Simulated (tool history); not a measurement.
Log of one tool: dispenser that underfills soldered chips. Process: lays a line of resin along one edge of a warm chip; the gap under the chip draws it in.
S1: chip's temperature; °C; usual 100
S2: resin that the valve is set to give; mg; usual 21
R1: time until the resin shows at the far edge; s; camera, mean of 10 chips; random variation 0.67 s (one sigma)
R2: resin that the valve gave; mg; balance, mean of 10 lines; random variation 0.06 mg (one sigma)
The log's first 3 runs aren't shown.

run     day   S1    S2     R1     R2
       1.35  -- new syringe of resin
  4   1.592   91    21  109.3  20.92
      1.867  -- new syringe of resin
  5   2.258  109    21   69.8  20.68
      2.371  -- new syringe of resin
      2.871  -- new syringe of resin
  6   2.871  109    21   45.4  20.52
      3.367  -- new syringe of resin
  7   3.492   93    21   88.1  20.53
      3.888  -- new syringe of resin
  8   3.912   93    21   79.7  20.36
      4.408  -- new syringe of resin
  9   4.542   93  20.2   94.1  19.62
      4.933  -- new syringe of resin
 10   5.154   93  18.4  102.5   17.7
      5.442  -- new syringe of resin
 11   5.846   93  18.4  130.4   17.6
      5.942  -- new syringe of resin
 12   6.371   93  18.4  137.5  17.49
      6.483  -- new syringe of resin
 13   6.717   93  18.4  106.9  17.44
      7.017  -- new syringe of resin
 14   7.112  100    21   68.2  19.89
      7.521  -- new syringe of resin
 15   7.758  100    21   82.4  19.63
      8.058  -- new syringe of resin
 16   8.125  100    21   67.9  19.74
      8.538  -- dispensing valve cleaned and set on the balance
      8.633  -- new syringe of resin
 17   8.846  100    21   79.3  20.96
      9.162  -- new syringe of resin
 18   9.346   92  20.8   99.9  20.61
      9.671  -- new syringe of resin
 19  10.033   97  20.3  104.9  20.04
     10.196  -- new syringe of resin
 20  10.488   97  20.3   94.4  20.03
       10.7  -- new syringe of resin
 21    11.1   97    22  108.7  21.59
     11.233  -- new syringe of resin
 22  11.558   97    22   99.7  21.44
     11.733  -- new syringe of resin
 23  12.125   93  26.1  117.7  25.44
     12.229  -- new syringe of resin
     12.746  -- new syringe of resin
 24  12.762   95  23.1   73.8  22.28
 25  13.204  100    18  112.3   17.4
     13.246  -- new syringe of resin
 26  13.558  108  23.7   68.8  22.73

Forecast run 27:
     13.783  -- new syringe of resin
 27  14.212  108  23.7   ?   ?

Run 27 gave R1 77.1 s, R2 22.65 mg.
Without the tool's hidden state the same run would have given R1 45.5 s, R2 23.72 mg.

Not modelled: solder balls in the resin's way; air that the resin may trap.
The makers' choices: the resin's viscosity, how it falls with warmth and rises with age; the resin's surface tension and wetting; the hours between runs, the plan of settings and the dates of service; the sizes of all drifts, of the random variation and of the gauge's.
